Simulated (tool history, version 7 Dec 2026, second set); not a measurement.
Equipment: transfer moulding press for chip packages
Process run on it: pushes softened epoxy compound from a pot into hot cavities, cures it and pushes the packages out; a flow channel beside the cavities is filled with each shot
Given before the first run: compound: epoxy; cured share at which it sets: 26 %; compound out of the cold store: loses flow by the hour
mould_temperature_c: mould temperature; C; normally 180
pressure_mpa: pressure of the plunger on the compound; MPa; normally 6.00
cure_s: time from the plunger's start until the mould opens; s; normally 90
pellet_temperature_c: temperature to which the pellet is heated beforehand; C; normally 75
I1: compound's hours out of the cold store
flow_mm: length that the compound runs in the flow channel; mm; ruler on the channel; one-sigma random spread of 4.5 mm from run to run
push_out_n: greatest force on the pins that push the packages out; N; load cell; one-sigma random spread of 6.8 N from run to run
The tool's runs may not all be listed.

run 1 day=0.000 | mould_temperature_c=180 pressure_mpa=6.00 cure_s=90 pellet_temperature_c=75 | I1=34.3 | flow_mm=851 push_out_n=275
run 2 day=0.308 | mould_temperature_c=180 pressure_mpa=6.00 cure_s=90 pellet_temperature_c=75 | I1=35.3 | flow_mm=844 push_out_n=275
run 3 day=0.708 | mould_temperature_c=180 pressure_mpa=6.00 cure_s=90 pellet_temperature_c=80 | I1=9.8 | flow_mm=941 push_out_n=284
run 4 day=1.250 | mould_temperature_c=180 pressure_mpa=6.00 cure_s=90 pellet_temperature_c=80 | I1=24.8 | flow_mm=875 push_out_n=277
run 5 day=1.500 | mould_temperature_c=180 pressure_mpa=6.00 cure_s=90 pellet_temperature_c=80 | I1=42.5 | flow_mm=808 push_out_n=259
run 6 day=2.092 | mould_temperature_c=180 pressure_mpa=6.00 cure_s=90 pellet_temperature_c=80 | I1=41.3 | flow_mm=818 push_out_n=267
run 7 day=2.550 | mould_temperature_c=180 pressure_mpa=6.00 cure_s=90 pellet_temperature_c=80 | I1=13.8 | flow_mm=923 push_out_n=273
run 8 day=2.862 | mould_temperature_c=180 pressure_mpa=6.00 cure_s=90 pellet_temperature_c=80 | I1=12.6 | flow_mm=920 push_out_n=285
run 9 day=3.338 | mould_temperature_c=180 pressure_mpa=6.00 cure_s=90 pellet_temperature_c=80 | I1=37.0 | flow_mm=835 push_out_n=270
-- day=3.679 cavities cleaned with cleaning compound and waxed
-- day=3.912 plunger's sealing rings changed
run 10 day=3.992 | mould_temperature_c=180 pressure_mpa=6.00 cure_s=90 pellet_temperature_c=75 | I1=17.4 | flow_mm=912 push_out_n=285
run 11 day=4.283 | mould_temperature_c=180 pressure_mpa=6.00 cure_s=90 pellet_temperature_c=75 | I1=22.1 | flow_mm=885 push_out_n=278
run 12 day=4.646 | mould_temperature_c=180 pressure_mpa=6.00 cure_s=90 pellet_temperature_c=75 | I1=23.2 | flow_mm=889 push_out_n=274
run 13 day=5.212 | mould_temperature_c=180 pressure_mpa=6.00 cure_s=90 pellet_temperature_c=75 | I1=35.7 | flow_mm=835 push_out_n=273
run 14 day=5.671 | mould_temperature_c=180 pressure_mpa=6.00 cure_s=90 pellet_temperature_c=75 | I1=37.8 | flow_mm=837 push_out_n=277
run 15 day=5.979 | mould_temperature_c=172 pressure_mpa=7.47 cure_s=72 pellet_temperature_c=84 | I1=18.6 | flow_mm=1030 push_out_n=736
run 16 day=6.354 | mould_temperature_c=172 pressure_mpa=7.47 cure_s=72 pellet_temperature_c=84 | I1=32.2 | flow_mm=965 push_out_n=711
run 17 day=6.612 | mould_temperature_c=180 pressure_mpa=6.32 cure_s=90 pellet_temperature_c=75 | I1=44.2 | flow_mm=825 push_out_n=269
run 18 day=6.871 | mould_temperature_c=175 pressure_mpa=6.00 cure_s=122 pellet_temperature_c=75 | I1=21.4 | flow_mm=910 push_out_n=229
-- day=7.462 cavities cleaned with cleaning compound and waxed
run 19 day=7.479 | mould_temperature_c=174 pressure_mpa=6.00 cure_s=118 pellet_temperature_c=82 | I1=16.7 | flow_mm=931 push_out_n=231
run 20 day=7.842 | mould_temperature_c=174 pressure_mpa=6.14 cure_s=109 pellet_temperature_c=78 | I1=14.8 | flow_mm=945 push_out_n=263
run 21 day=8.358 | mould_temperature_c=176 pressure_mpa=6.16 cure_s=98 pellet_temperature_c=78 | I1=33.5 | flow_mm=873 push_out_n=257
run 22 day=8.908 | mould_temperature_c=175 pressure_mpa=6.00 cure_s=90 pellet_temperature_c=85 | I1=12.1 | flow_mm=945 push_out_n=367
run 23 day=9.496 | mould_temperature_c=175 pressure_mpa=6.00 cure_s=90 pellet_temperature_c=85 | I1=26.5 | flow_mm=882 push_out_n=353
run 24 day=10.092 | mould_temperature_c=173 pressure_mpa=6.84 cure_s=103 pellet_temperature_c=77 | I1=12.2 | flow_mm=1025 push_out_n=312
run 25 day=10.629 | mould_temperature_c=173 pressure_mpa=6.84 cure_s=103 pellet_temperature_c=77 | I1=43.7 | flow_mm=881 push_out_n=276
-- day=11.146 cavities cleaned with cleaning compound and waxed
run 26 day=11.275 | mould_temperature_c=180 pressure_mpa=4.78 cure_s=90 pellet_temperature_c=74 | I1=17.1 | flow_mm=812 push_out_n=278
run 27 day=11.762 | mould_temperature_c=176 pressure_mpa=4.82 cure_s=88 pellet_temperature_c=75 | I1=17.7 | flow_mm=823 push_out_n=352
run 28 day=12.042 | mould_temperature_c=176 pressure_mpa=4.82 cure_s=88 pellet_temperature_c=75 | I1=31.2 | flow_mm=777 push_out_n=349

Alternative continuations, all from the tool just after run 28; predict every row:
run A day=12.542 | mould_temperature_c=180 pressure_mpa=7.17 cure_s=108 pellet_temperature_c=75 | I1=9.5 | flow_mm=? push_out_n=?
run B day=12.542 | mould_temperature_c=180 pressure_mpa=6.29 cure_s=90 pellet_temperature_c=79 | I1=26.2 | flow_mm=? push_out_n=?
run C day=12.542 | mould_temperature_c=186 pressure_mpa=6.00 cure_s=80 pellet_temperature_c=72 | I1=28.3 | flow_mm=? push_out_n=?

run=A flow_mm=1030 push_out_n=216
run=B flow_mm=899 push_out_n=282
run=C flow_mm=855 push_out_n=267
Without the tool's unlogged condition, the same runs would have read:
run=A flow_mm=1031 push_out_n=214
run=B flow_mm=899 push_out_n=281
run=C flow_mm=856 push_out_n=266
